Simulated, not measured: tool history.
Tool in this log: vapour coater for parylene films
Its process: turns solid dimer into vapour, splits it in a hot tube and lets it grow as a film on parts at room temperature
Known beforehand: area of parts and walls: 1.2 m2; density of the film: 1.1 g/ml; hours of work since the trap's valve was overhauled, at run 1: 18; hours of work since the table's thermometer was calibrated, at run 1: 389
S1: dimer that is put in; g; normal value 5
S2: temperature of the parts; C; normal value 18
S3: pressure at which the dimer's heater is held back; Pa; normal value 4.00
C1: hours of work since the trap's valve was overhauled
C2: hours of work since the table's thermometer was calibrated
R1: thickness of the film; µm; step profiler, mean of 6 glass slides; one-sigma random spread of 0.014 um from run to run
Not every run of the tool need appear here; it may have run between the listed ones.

| run | hour | S1 | S2 | S3 | C1 | C2 | R1 |
|---|---|---|---|---|---|---|---|
| 1 | 0.0 | 5 | 18 | 4.00 | 18 | 389 | 1.87 |
| 2 | 53.3 | 5 | 18 | 4.00 | 58 | 429 | 1.83 |
| 3 | 97.8 | 5 | 18 | 4.00 | 92 | 463 | 1.87 |
| 4 | 158.1 | 5 | 18 | 4.00 | 137 | 508 | 1.84 |
| 5 | 184.8 | 5 | 18 | 4.00 | 157 | 528 | 1.87 |
| 6 | 244.6 | 5 | 18 | 4.00 | 202 | 573 | 1.86 |
| 7 | 300.3 | 5 | 18 | 4.00 | 244 | 615 | 1.86 |
| 8 | 364.7 | 5 | 18 | 4.00 | 293 | 664 | 1.85 |
| 9 | 392.3 | 5 | 18 | 4.00 | 314 | 684 | 1.86 |
| 10 | 432.1 | 5 | 18 | 4.00 | 344 | 714 | 1.87 |
| 11 | 465.5 | 5 | 18 | 4.00 | 369 | 739 | 1.86 |
| 12 | 508.3 | 5 | 18 | 4.00 | 401 | 772 | 1.87 |
| 13 | 537.2 | 5 | 18 | 4.00 | 423 | 793 | 1.86 |
| 14 | 596.0 | 5 | 18 | 4.00 | 467 | 838 | 1.83 |
| 15 | 640.7 | 5 | 12 | 4.00 | 501 | 871 | 2.49 |
| 16 | 702.9 | 5 | 18 | 4.00 | 547 | 918 | 1.87 |
| 17 | 758.7 | 2 | 11 | 4.00 | 589 | 960 | 1.05 |
| 18 | 810.9 | 6 | 11 | 4.00 | 629 | 999 | 3.14 |
| 19 | 860.2 | 6 | 18 | 5.03 | 666 | 1037 | 2.08 |
|  | 885.3 | trap's valve overhauled |
| 20 | 901.4 | 3 | 26 | 6.29 | 12 | 1065 | 0.68 |
| 21 | 954.1 | 3 | 29 | 2.85 | 52 | 1104 | 0.70 |
| 22 | 981.1 | 6 | 13 | 9.59 | 72 | 1125 | 2.29 |
| 23 | 1032.1 | 5 | 30 | 4.00 | 110 | 1163 | 1.04 |
| 24 | 1070.5 | 5 | 30 | 4.00 | 139 | 1192 | 1.04 |
| 25 | 1124.9 | 8 | 16 | 5.12 | 180 | 1233 | 3.08 |
| 26 | 1174.6 | 5 | 12 | 2.65 | 218 | 1270 | 2.72 |
| 27 | 1225.6 | 5 | 12 | 2.65 | 256 | 1309 | 2.73 |
| 28 | 1270.8 | 2 | 26 | 3.66 | 290 | 1343 | 0.51 |
| 29 | 1304.7 | 2 | 26 | 3.66 | 316 | 1368 | 0.54 |
| 30 | 1340.9 | 2 | 26 | 3.66 | 343 | 1395 | 0.51 |
| 31 | 1367.8 | 2 | 19 | 3.66 | 363 | 1416 | 0.71 |

Consider 5 possible next runs. They are alternatives, not a sequence: every one starts from the tool as it was left by run 31. What does each give?
| A | 1426.3 | 5 | 14 | 9.93 | 407 | 1460 | ? |
| B | 1426.3 | 2 | 12 | 3.66 | 407 | 1460 | ? |
| C | 1426.3 | 2 | 28 | 9.69 | 407 | 1460 | ? |
| D | 1426.3 | 6 | 21 | 11.16 | 407 | 1460 | ? |
| E | 1426.3 | 6 | 25 | 4.00 | 407 | 1460 | ? |

| run | R1 |
|---|---|
| A | 1.80 |
| B | 1.01 |
| C | 0.34 |
| D | 1.50 |
| E | 1.59 |
Stripped of hidden state, with their random variation kept, the same runs would have yielded:
| run | R1 |
|---|---|
| A | 1.80 |
| B | 1.01 |
| C | 0.34 |
| D | 1.50 |
| E | 1.59 |

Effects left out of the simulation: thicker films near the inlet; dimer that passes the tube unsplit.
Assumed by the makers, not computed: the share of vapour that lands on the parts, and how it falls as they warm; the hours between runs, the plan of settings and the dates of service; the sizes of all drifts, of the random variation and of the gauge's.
